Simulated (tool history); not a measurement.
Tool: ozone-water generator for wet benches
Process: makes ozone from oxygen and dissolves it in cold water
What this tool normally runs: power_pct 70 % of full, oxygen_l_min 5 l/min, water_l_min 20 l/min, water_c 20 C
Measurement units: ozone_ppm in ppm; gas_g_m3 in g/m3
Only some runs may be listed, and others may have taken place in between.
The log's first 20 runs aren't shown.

{"run": 21, "hour": 1747.8, "power_pct": 56, "oxygen_l_min": 5, "water_l_min": 20, "water_c": 13, "ozone_ppm": 22.6, "gas_g_m3": 175.2}
{"run": 22, "hour": 1847.2, "power_pct": 52, "oxygen_l_min": 5, "water_l_min": 20, "water_c": 24, "ozone_ppm": 18, "gas_g_m3": 165}
{"run": 23, "hour": 1925.1, "power_pct": 52, "oxygen_l_min": 5, "water_l_min": 20, "water_c": 24, "ozone_ppm": 18.1, "gas_g_m3": 164.2}
{"run": 24, "hour": 2015.5, "power_pct": 40, "oxygen_l_min": 6.64, "water_l_min": 16, "water_c": 26, "ozone_ppm": 15.5, "gas_g_m3": 110.9}
{"run": 25, "hour": 2120.5, "power_pct": 70, "oxygen_l_min": 2.56, "water_l_min": 17, "water_c": 18, "ozone_ppm": 29.1, "gas_g_m3": 322}
{"run": 26, "hour": 2182.7, "power_pct": 70, "oxygen_l_min": 2.56, "water_l_min": 17, "water_c": 18, "ozone_ppm": 29.2, "gas_g_m3": 320.2}
{"run": 27, "hour": 2291.5, "power_pct": 70, "oxygen_l_min": 5.18, "water_l_min": 18, "water_c": 25, "ozone_ppm": 24, "gas_g_m3": 204.1}
{"run": 28, "hour": 2400.9, "power_pct": 61, "oxygen_l_min": 6.36, "water_l_min": 13, "water_c": 28, "ozone_ppm": 23.3, "gas_g_m3": 159.2}
{"run": 29, "hour": 2471.6, "power_pct": 70, "oxygen_l_min": 2.53, "water_l_min": 19, "water_c": 14, "ozone_ppm": 27.5, "gas_g_m3": 321.4}
{"run": 30, "hour": 2581.9, "power_pct": 70, "oxygen_l_min": 2.53, "water_l_min": 19, "water_c": 14, "ozone_ppm": 27.4, "gas_g_m3": 320.5}
{"run": 31, "hour": 2672.9, "power_pct": 52, "oxygen_l_min": 2.54, "water_l_min": 23, "water_c": 20, "ozone_ppm": 16.9, "gas_g_m3": 251.7}
{"run": 32, "hour": 2763.2, "power_pct": 52, "oxygen_l_min": 2.54, "water_l_min": 23, "water_c": 20, "ozone_ppm": 17.2, "gas_g_m3": 250.4}
{"run": 33, "hour": 2845.4, "power_pct": 52, "oxygen_l_min": 8.91, "water_l_min": 23, "water_c": 17, "ozone_ppm": 16.7, "gas_g_m3": 111.3}
{"run": 34, "hour": 2913.4, "power_pct": 52, "oxygen_l_min": 8.91, "water_l_min": 23, "water_c": 27, "ozone_ppm": 13.8, "gas_g_m3": 111.3}

Branching from run 34: 3 alternative next runs. What would each branch give?
{"run": "A", "hour": 3024.6, "power_pct": 52, "oxygen_l_min": 2.65, "water_l_min": 23, "water_c": 24, "ozone_ppm": "?", "gas_g_m3": "?"}
{"run": "B", "hour": 3024.6, "power_pct": 52, "oxygen_l_min": 8.91, "water_l_min": 20, "water_c": 17, "ozone_ppm": "?", "gas_g_m3": "?"}
{"run": "C", "hour": 3024.6, "power_pct": 70, "oxygen_l_min": 2.57, "water_l_min": 20, "water_c": 12, "ozone_ppm": "?", "gas_g_m3": "?"}

run=A ozone_ppm=16.5 gas_g_m3=243.8
run=B ozone_ppm=18.6 gas_g_m3=111.8
run=C ozone_ppm=26.5 gas_g_m3=314.1
Had the tool no hidden state, the same runs would have come out as:
run=A ozone_ppm=16.6 gas_g_m3=253
run=B ozone_ppm=18.6 gas_g_m3=115.9
run=C ozone_ppm=26.6 gas_g_m3=326
